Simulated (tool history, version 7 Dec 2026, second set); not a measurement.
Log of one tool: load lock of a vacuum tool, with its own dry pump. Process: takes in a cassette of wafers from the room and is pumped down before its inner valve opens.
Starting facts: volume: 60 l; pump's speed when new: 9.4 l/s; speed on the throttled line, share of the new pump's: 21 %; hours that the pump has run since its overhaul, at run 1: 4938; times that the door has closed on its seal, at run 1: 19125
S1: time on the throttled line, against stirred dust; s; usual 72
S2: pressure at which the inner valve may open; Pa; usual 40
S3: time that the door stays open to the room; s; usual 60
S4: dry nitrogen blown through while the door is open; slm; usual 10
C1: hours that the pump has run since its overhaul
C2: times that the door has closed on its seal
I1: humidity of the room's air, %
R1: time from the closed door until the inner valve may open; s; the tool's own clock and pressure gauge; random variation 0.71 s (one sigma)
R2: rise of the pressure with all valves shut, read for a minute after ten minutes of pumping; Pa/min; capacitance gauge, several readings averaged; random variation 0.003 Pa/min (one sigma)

run,hour,S1,S2,S3,S4,C1,C2,I1,R1,R2
1,0.0,72,40,60,10,4938,19125,46.1,106.1,0.062
2,107.4,72,40,60,14,5046,19335,44.4,107.4,0.054
3,221.8,118,40,60,14,5160,19559,45.4,143.2,0.052
4,322.2,72,40,60,35,5260,19755,49.8,108.2,0.041
5,412.5,72,40,60,35,5351,19931,43.6,106.2,0.034
6,550.8,72,40,30,10,5489,20202,47.8,107.8,0.041
7,635.8,72,40,30,10,5574,20368,45.9,106.9,0.044
8,771.6,72,40,30,21,5710,20633,44.0,107.8,0.037
9,920.8,72,40,30,11,5859,20925,44.0,107.2,0.041
10,1011.6,72,40,60,10,5950,21102,44.7,107.7,0.058
11,1146.8,72,40,60,10,6085,21366,44.8,106.6,0.056
12,1230.2,72,40,60,10,6168,21529,43.6,107.8,0.054
13,1292.8,72,40,56,10,6231,21651,46.0,106.9,0.062
14,1370.0,72,66,56,10,6308,21802,45.3,104.5,0.054
15,1480.5,72,66,56,10,6419,22018,47.8,104.8,0.060
16,1563.0,72,66,56,10,6501,22179,45.1,104.1,0.053
17,1659.9,72,40,60,10,6598,22369,45.1,107.1,0.054
18,1724.3,72,40,42,10,6663,22495,41.6,106.2,0.048
19,1817.2,72,40,42,10,6756,22676,46.1,106.7,0.051
20,1905.5,125,31,33,5,6844,22849,48.1,151.5,0.053
21,2029.2,125,31,65,5,6967,23090,42.8,150.7,0.059
# hour 2091.8: door's seal changed, seat wiped
22,2113.0,39,52,87,6,7050,41,47.2,79.7,0.077
23,2186.6,50,55,129,12,7123,185,45.8,87.4,0.077
24,2333.3,50,55,129,12,7270,472,38.2,87.5,0.066
25,2426.4,50,55,129,12,7363,654,46.7,88.0,0.077
26,2545.9,42,55,129,12,7483,887,47.3,81.0,0.078

Run 27, settings as shown, results not yet in. Your forecast:
27,2671.5,42,55,129,12,7608,1133,46.2,?,?

{"run 27": {"R1": 80.8, "R2": 0.071}}
Had the tool carried no hidden state, the very same run would have given R1 80.8 s, R2 0.071 Pa/min.
